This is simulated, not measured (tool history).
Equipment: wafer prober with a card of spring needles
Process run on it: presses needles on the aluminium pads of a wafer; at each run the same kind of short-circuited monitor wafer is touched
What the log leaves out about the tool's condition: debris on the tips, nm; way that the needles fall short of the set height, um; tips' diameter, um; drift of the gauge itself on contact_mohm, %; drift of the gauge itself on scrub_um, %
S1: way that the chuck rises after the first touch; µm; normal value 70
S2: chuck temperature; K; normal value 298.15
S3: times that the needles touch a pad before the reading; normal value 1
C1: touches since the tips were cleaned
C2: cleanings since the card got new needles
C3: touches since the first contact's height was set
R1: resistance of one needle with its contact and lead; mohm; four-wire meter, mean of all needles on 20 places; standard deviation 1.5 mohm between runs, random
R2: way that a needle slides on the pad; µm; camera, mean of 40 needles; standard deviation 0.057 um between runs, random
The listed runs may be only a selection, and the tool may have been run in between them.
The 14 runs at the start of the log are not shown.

run,day,S1,S2,S3,C1,C2,C3,R1,R2
# day 12.900: tips cleaned on abrasive film
15,13.342,70,305.15,1,3050,17,147380,230,15.58
# day 14.142: tips cleaned on abrasive film
16,14.379,70,305.15,1,1623,18,154539,209,15.45
# day 15.371: tips cleaned on abrasive film
17,15.579,68,320.15,3,1447,19,162840,176,15.09
# day 16.588: tips cleaned on abrasive film
# day 16.600: height of the first contact set anew
18,16.962,68,320.15,1,2519,20,2519,229,15.42
# day 17.775: tips cleaned on abrasive film
19,18.146,73,376.15,1,2584,21,10695,216,16.57
# day 18.962: tips cleaned on abrasive film
20,19.321,50,375.15,1,2471,22,18783,288,11.22
# day 20.154: tips cleaned on abrasive film
21,20.683,57,298.15,1,3653,23,28202,269,12.82
# day 21.346: tips cleaned on abrasive film
22,21.642,64,299.15,1,2056,24,34806,233,14.50
# day 22.546: tips cleaned on abrasive film
23,22.883,70,298.15,2,2361,25,43392,189,15.86
24,23.604,70,391.15,1,7337,25,48368,244,15.86
# day 23.725: tips cleaned on abrasive film
25,24.554,70,303.15,1,5763,26,54937,241,15.75
# day 24.975: tips cleaned on abrasive film
26,25.171,70,299.15,1,1344,27,59167,207,15.62
27,25.796,70,299.15,1,5658,27,63481,240,15.64
# day 26.167: tips cleaned on abrasive film
28,26.917,52,311.15,1,5205,28,71234,309,11.63
# day 27.421: tips cleaned on abrasive film
29,27.846,52,311.15,1,2941,29,77623,295,11.55
# day 28.638: tips cleaned on abrasive film
30,28.733,54,298.15,1,642,30,83744,202,11.97
# day 29.817: tips cleaned on abrasive film
31,29.967,54,318.15,1,1022,31,92265,229,12.04
32,30.854,54,318.15,1,7169,31,98412,311,11.90

Alternative continuations, all from the tool just after run 32; predict every row:
# day 31.000: tips cleaned on abrasive film
A,31.983,68,340.15,2,6805,32,106209,?,?
# day 31.000: tips cleaned on abrasive film
B,31.983,70,369.15,3,6805,32,106209,?,?
# day 31.000: tips cleaned on abrasive film
C,31.983,62,353.15,1,6805,32,106209,?,?
# day 31.000: tips cleaned on abrasive film
D,31.983,73,298.15,1,6805,32,106209,?,?

run,R1,R2
A,214,15.04
B,192,15.56
C,269,13.87
D,235,16.29
What these runs would have given with no unlogged condition in the tool:
run,R1,R2
A,155,15.31
B,160,15.84
C,158,14.14
D,145,16.56
